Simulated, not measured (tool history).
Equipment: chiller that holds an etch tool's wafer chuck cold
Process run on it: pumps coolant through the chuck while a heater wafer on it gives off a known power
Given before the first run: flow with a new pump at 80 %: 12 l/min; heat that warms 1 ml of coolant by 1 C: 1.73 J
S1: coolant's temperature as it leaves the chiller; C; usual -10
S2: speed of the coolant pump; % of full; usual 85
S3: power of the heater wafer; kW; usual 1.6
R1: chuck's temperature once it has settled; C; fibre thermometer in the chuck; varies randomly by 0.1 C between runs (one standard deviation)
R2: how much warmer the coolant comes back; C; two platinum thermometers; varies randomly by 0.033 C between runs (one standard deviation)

run 1 hour=0 | S1=-10 S2=85 S3=1.6 | R1=1.5 R2=4.59
run 2 hour=29.7 | S1=-10 S2=85 S3=1.6 | R1=1.6 R2=4.55
run 3 hour=81.9 | S1=-5 S2=85 S3=1.6 | R1=6.6 R2=4.5
run 4 hour=105.3 | S1=-10 S2=85 S3=1.6 | R1=1.8 R2=4.56
run 5 hour=131.1 | S1=-10 S2=85 S3=1.273 | R1=-0.6 R2=3.63
run 6 hour=172.3 | S1=-10 S2=85 S3=1.6 | R1=1.7 R2=4.61
run 7 hour=226.3 | S1=-10 S2=85 S3=1.6 | R1=1.8 R2=4.51
run 8 hour=255.2 | S1=-10 S2=85 S3=1.6 | R1=1.7 R2=4.62
run 9 hour=302.6 | S1=-10 S2=85 S3=1.6 | R1=1.8 R2=4.59
run 10 hour=360.5 | S1=-11 S2=85 S3=1.6 | R1=0.9 R2=4.55
run 11 hour=392.6 | S1=-12 S2=85 S3=1.6 | R1=-0.2 R2=4.61
run 12 hour=438.9 | S1=-12 S2=85 S3=1.6 | R1=-0.1 R2=4.58
run 13 hour=476.7 | S1=-10 S2=85 S3=1.6 | R1=2 R2=4.69
run 14 hour=502.2 | S1=-10 S2=85 S3=1.6 | R1=2 R2=4.6
run 15 hour=525.7 | S1=-10 S2=85 S3=1.6 | R1=2 R2=4.66
-- hour=536.6 coolant changed, channels flushed
-- hour=537.6 chiller's thermometer calibrated
run 16 hour=583.7 | S1=-10 S2=85 S3=1.6 | R1=0.9 R2=4.61
run 17 hour=620 | S1=-10 S2=85 S3=1.6 | R1=0.9 R2=4.57
run 18 hour=662 | S1=-18 S2=89 S3=0.918 | R1=-11.5 R2=2.51
-- hour=666.9 chiller's thermometer calibrated, once more
run 19 hour=701.1 | S1=-13 S2=78 S3=1.033 | R1=-6.1 R2=3.27
run 20 hour=724.9 | S1=-10 S2=69 S3=1.6 | R1=1.9 R2=5.78
run 21 hour=775.7 | S1=-11 S2=85 S3=0.908 | R1=-5.2 R2=2.66
run 22 hour=803.5 | S1=-11 S2=85 S3=0.908 | R1=-5.4 R2=2.63
run 23 hour=843.8 | S1=-18 S2=83 S3=1.6 | R1=-7.7 R2=4.81
run 24 hour=896.4 | S1=-18 S2=83 S3=1.6 | R1=-7.7 R2=4.81
run 25 hour=942.5 | S1=-18 S2=83 S3=1.6 | R1=-7.6 R2=4.75
run 26 hour=968.6 | S1=-18 S2=83 S3=1.6 | R1=-7.7 R2=4.77
run 27 hour=1021.8 | S1=-15 S2=91 S3=2.398 | R1=-0.7 R2=6.5
run 28 hour=1049.9 | S1=-2 S2=72 S3=1.049 | R1=5.8 R2=3.57
run 29 hour=1075.5 | S1=-2 S2=72 S3=1.049 | R1=5.5 R2=3.63
run 30 hour=1112.4 | S1=-13 S2=61 S3=1.864 | R1=2.6 R2=7.67
run 31 hour=1161.8 | S1=-13 S2=61 S3=1.864 | R1=2.4 R2=7.8
run 32 hour=1212.5 | S1=-13 S2=61 S3=1.864 | R1=2.7 R2=7.81
run 33 hour=1237 | S1=-10 S2=66 S3=1.6 | R1=2.7 R2=6.09

Forecast each of these 3 alternatives for the next run:
run A hour=1267.2 | S1=-6 S2=60 S3=1.6 | R1=? R2=?
run B hour=1267.2 | S1=-8 S2=80 S3=2.134 | R1=? R2=?
run C hour=1267.2 | S1=-10 S2=85 S3=1.411 | R1=? R2=?

run=A R1=7.8 R2=6.75
run=B R1=6.4 R2=6.66
run=C R1=-1 R2=4.17
Without the tool's unlogged condition, the same runs would have read:
run=A R1=6.6 R2=6.24
run=B R1=5.1 R2=6.15
run=C R1=-1.8 R2=3.86
